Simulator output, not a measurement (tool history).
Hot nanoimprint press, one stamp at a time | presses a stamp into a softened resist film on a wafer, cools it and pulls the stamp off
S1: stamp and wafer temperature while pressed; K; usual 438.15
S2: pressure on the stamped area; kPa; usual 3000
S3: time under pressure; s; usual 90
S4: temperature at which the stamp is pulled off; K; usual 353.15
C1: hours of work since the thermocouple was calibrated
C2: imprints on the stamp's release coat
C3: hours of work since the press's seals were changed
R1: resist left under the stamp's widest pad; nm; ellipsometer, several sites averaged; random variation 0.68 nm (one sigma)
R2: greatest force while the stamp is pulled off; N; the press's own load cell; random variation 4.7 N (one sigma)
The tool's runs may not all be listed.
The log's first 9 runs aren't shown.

run,hour,S1,S2,S3,S4,C1,C2,C3,R1,R2
10,265.1,438.15,3000,90,353.15,394,240,215,69.5,227
11,307.3,438.15,3000,90,353.15,425,429,245,68.7,252
12,346.7,438.15,3000,90,353.15,453,605,273,67.1,267
# hour 352.3: plate thermocouple calibrated
13,373.8,439.15,3000,90,353.15,15,713,291,71.7,289
14,404.3,439.15,3000,90,353.15,37,849,313,72.3,302
15,443.3,439.15,3000,90,353.15,65,1023,341,72.2,309
16,479.4,438.15,3000,115,357.15,91,1184,366,68.5,291
17,512.4,438.15,3150,90,340.15,115,1332,390,72.4,474
18,551.4,444.15,3000,90,346.15,143,1506,418,53.1,430
19,589.7,444.15,4200,90,346.15,170,1677,445,42.5,444
20,616.1,428.15,2950,114,352.15,189,1795,464,125.6,402
21,657.2,434.15,2260,142,353.15,218,1979,494,87.9,398
22,682.8,426.15,3000,90,353.15,237,2093,512,143.9,418
# hour 719: stamp cleaned and given a new release coat
23,726.4,433.15,1820,81,347.15,264,33,539,123.2,261
24,750.6,443.15,3650,113,360.15,281,141,556,43,181
25,771.3,443.15,3650,113,360.15,296,234,571,43.6,185
26,805.7,443.15,2770,113,360.15,321,388,596,49.4,198
27,825.2,443.15,3440,60,360.15,334,474,610,58.9,208
28,850,441.15,3740,65,356.15,352,585,628,60.4,234
29,890.6,434.15,3740,51,351.15,381,767,657,102.8,296
30,912.7,434.15,3740,51,351.15,397,865,673,100.4,317

Forecast each of these 3 alternatives for the next run:
A,933.9,428.15,2540,90,353.15,412,960,688,?,?
B,933.9,434.15,3740,149,357.15,412,960,688,?,?
C,933.9,439.15,3740,47,351.15,412,960,688,?,?

run,R1,R2
A,132.9,291
B,67,254
C,79.7,309
Without the tool's hidden state the same runs would have given:
run,R1,R2
A,143.8,228
B,74.3,201
C,87,241

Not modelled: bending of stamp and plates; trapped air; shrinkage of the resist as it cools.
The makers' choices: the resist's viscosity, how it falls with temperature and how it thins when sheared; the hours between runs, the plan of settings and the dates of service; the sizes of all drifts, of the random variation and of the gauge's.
